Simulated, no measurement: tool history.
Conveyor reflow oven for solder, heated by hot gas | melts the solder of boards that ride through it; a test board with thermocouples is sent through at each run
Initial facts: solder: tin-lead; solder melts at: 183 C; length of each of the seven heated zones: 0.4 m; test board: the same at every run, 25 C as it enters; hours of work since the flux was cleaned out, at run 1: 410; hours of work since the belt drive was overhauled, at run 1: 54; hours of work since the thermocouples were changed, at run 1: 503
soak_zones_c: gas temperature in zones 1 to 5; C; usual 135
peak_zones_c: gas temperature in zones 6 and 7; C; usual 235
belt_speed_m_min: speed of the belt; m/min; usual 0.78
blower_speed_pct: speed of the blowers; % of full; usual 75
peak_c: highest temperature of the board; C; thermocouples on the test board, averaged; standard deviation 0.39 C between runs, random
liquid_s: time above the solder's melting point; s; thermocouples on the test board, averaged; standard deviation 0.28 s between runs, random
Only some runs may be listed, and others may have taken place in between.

run	hour	soak_zones_c	peak_zones_c	belt_speed_m_min	blower_speed_pct	hours of work since the flux was cleaned out	hours of work since the belt drive was overhauled	hours of work since the thermocouples were changed	peak_c	liquid_s
1	0	135	235	0.78	75	410	54	503	211.8	40.2
2	16.9	135	235	0.78	75	422	67	516	211.3	40.4
3	34.6	135	235	0.78	75	436	80	529	211.2	40.2
4	48.7	135	235	0.78	75	446	91	540	211.3	40.3
5	59.1	135	235	0.631	75	454	99	547	218.5	57.5
# hour 72: flux residue cleaned out of gas plates and filters
6	80.6	135	235	0.631	75	6	111	560	221.9	60.2
7	94.9	135	235	0.78	75	17	122	570	215.1	43.9
8	103.8	135	235	0.78	75	24	129	577	215.4	44
9	115.2	135	235	0.74	75	32	137	586	217.2	47.5
10	132.3	135	235	0.74	75	45	150	599	216.8	47.7
11	147.6	135	235	0.74	75	57	162	610	216.5	48
12	161.4	135	235	0.78	75	67	172	620	214.1	44
13	172.5	135	235	0.78	75	75	180	629	215.4	43.1
14	185.2	135	235	0.78	75	85	190	638	214.6	43.1
15	195.8	135	235	0.78	75	93	198	646	214	43.7
16	210.6	135	235	0.78	75	104	209	657	215.1	43.7
17	223.6	135	235	0.78	75	114	219	667	215.1	43.2
18	238.3	145	235	0.842	75	125	230	678	213.6	41.9
19	255.7	145	235	0.842	75	138	243	691	213	41.9
20	264.3	145	235	0.842	75	144	249	698	213.4	42.2
21	279.8	145	235	0.842	75	156	261	709	213	42
22	287.8	145	235	0.842	75	162	267	715	213.5	42.1
23	304.5	145	235	0.842	75	175	279	728	213	41.5
24	319.8	135	235	0.877	75	186	291	739	209.1	34
25	335.7	126	230	0.852	75	198	303	751	203.8	28.9
26	353.1	123	230	0.876	75	211	316	764	202.4	25.3
27	364.3	123	245	0.676	75	220	324	773	225.1	55
28	374.7	123	245	0.676	75	227	332	781	225.2	54.5
29	385.8	123	237	0.727	86	236	340	789	218.2	46.9
30	400.8	141	244	0.892	56	247	352	800	209.2	34

Here are 4 independent what-if runs from the current tool condition. What would each one return?
A	410.6	138	224	0.75	56	254	359	808	?	?
B	410.6	135	244	0.649	83	254	359	808	?	?
C	410.6	141	224	0.736	57	254	359	808	?	?
D	410.6	149	244	0.892	56	254	359	808	?	?

run	peak_c	liquid_s
A	199.6	31.2
B	228.5	62.7
C	201.7	34.8
D	211.4	37.8
Without the tool's hidden state the same runs would have given:
run	peak_c	liquid_s
A	203.3	35.5
B	232.9	64.4
C	205.4	38.8
D	215.4	40.4
